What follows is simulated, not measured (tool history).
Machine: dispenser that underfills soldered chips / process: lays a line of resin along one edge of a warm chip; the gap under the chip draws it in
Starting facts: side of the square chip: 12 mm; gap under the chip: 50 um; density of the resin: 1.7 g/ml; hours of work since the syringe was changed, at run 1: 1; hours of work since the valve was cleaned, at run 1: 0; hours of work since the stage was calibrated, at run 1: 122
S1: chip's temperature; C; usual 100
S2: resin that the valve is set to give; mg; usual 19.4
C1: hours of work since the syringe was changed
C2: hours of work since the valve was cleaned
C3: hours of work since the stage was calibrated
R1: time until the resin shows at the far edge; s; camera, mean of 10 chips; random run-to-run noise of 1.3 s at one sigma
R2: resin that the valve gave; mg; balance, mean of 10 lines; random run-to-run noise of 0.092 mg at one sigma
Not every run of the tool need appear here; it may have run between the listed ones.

run  hour   S1    S2  C1  C2   C3     R1     R2
  1     0  100  19.4   1   0  122  131.2  19.35
  2   6.7   93  19.4   6   5  127  222.9   19.3
  3  11.5   93  19.4   9   8  131  269.1  19.29
     12.2  -- new syringe of resin
  4    19  100  19.4   5  14  136  164.4  19.11
     25.3  -- new syringe of resin
  5  25.3  100  19.4   0  18  140  128.2  19.14
  6  31.4  100  19.4   4  23  145  159.8  18.81
  7  37.5  100  19.4   9  27  149  206.2     19
     38.6  -- new syringe of resin
  8  44.9  100  19.4   5  32  155  155.4  18.86
  9  51.1  100  19.4   9  37  159  199.6  18.95
     51.9  -- new syringe of resin
 10  56.1  100  19.4   3  40  163  148.8  18.89
 11  59.6  100  19.4   6  43  165  169.3  18.72
 12  63.5  100  19.4   9  46  168  196.5  18.76
     65.1  -- new syringe of resin
 13  69.5  104  19.4   3  50  172  127.9  18.78
 14  74.6  104  19.4   7  54  176  155.8  18.75
     78.9  -- new syringe of resin
 15  82.6  112  23.5   3  60  182   92.9   22.6

Below are 3 alternative next runs, each starting from the tool's condition after run 15. Predict each:
  A  88.5  106  19.4   7  64  186   ?   ?
  B  88.5   94  20.1   7  64  186   ?   ?
  C  88.5  104    20   7  64  186   ?   ?

run     R1     R2
  A  145.9  18.46
  B  227.3  19.26
  C  158.5  19.22
With no hidden state in the tool, these same runs would have given:
run     R1     R2
  A    100  19.26
  B  156.3  20.09
  C  108.9  20.04

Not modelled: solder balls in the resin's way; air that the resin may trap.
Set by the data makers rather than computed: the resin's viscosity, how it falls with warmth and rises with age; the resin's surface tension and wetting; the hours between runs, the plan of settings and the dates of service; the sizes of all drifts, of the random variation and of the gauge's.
